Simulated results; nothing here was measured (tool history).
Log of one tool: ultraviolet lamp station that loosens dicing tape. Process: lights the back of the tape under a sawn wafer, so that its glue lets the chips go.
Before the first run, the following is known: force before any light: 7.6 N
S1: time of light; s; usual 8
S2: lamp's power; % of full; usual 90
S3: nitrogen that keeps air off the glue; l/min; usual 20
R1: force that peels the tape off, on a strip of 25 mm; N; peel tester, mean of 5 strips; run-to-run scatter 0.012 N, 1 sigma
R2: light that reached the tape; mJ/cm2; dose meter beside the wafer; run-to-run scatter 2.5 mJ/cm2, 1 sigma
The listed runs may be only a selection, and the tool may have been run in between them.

run	day	S1	S2	S3	R1	R2
1	0	8	90	20	0.548	294
2	0.35	8	90	20	0.578	293
3	0.804	8	90	20	0.546	291
4	1.308	8	90	20	0.551	295
5	1.733	6	90	20	0.95	216
6	2.35	6	90	20	0.926	218
7	2.838	8	81	20	0.652	264
8	3.175	8	81	20	0.674	264
9	3.596	5	81	20	1.52	162
10	3.938	5	81	20	1.57	165
11	4.338	5	81	8	2.486	166
12	4.788	5	81	8	2.532	166
13	5.396	6	90	20	0.919	218
14	5.967	6	90	20	0.962	219
15	6.542	8	80	8	1.404	261
16	7.042	9	80	30	0.401	294
17	7.396	9	80	19	0.568	295
18	7.829	9	80	19	0.559	293
19	8.317	9	80	19	0.577	290
20	8.983	8	91	24	0.471	295
21	9.592	7	62	24	1.182	175
22	10.008	8	94	20	0.504	306
23	10.7	5	90	20	1.324	182
# day 11.142: window cleaned of glue's vapour
24	11.254	5	90	20	1.274	181
25	11.829	5	74	15	2.037	151
26	12.192	6	65	37	1.103	162
27	12.567	7	65	7	2.486	183
28	13.021	7	65	7	2.291	181

4 options for the next run, each taken on its own from the tool as it stands now. Forecast them:
A	13.633	10	90	20	?	?
B	13.633	5	76	9	?	?
C	13.633	7	82	7	?	?
D	13.633	5	67	13	?	?

run	R1	R2
A	0.361	363
B	2.5	156
C	1.746	230
D	2.501	137
Take away the tool's hidden state, keep each run's random variation, and the runs would have read:
run	R1	R2
A	0.359	363
B	2.495	156
C	1.742	230
D	2.496	137
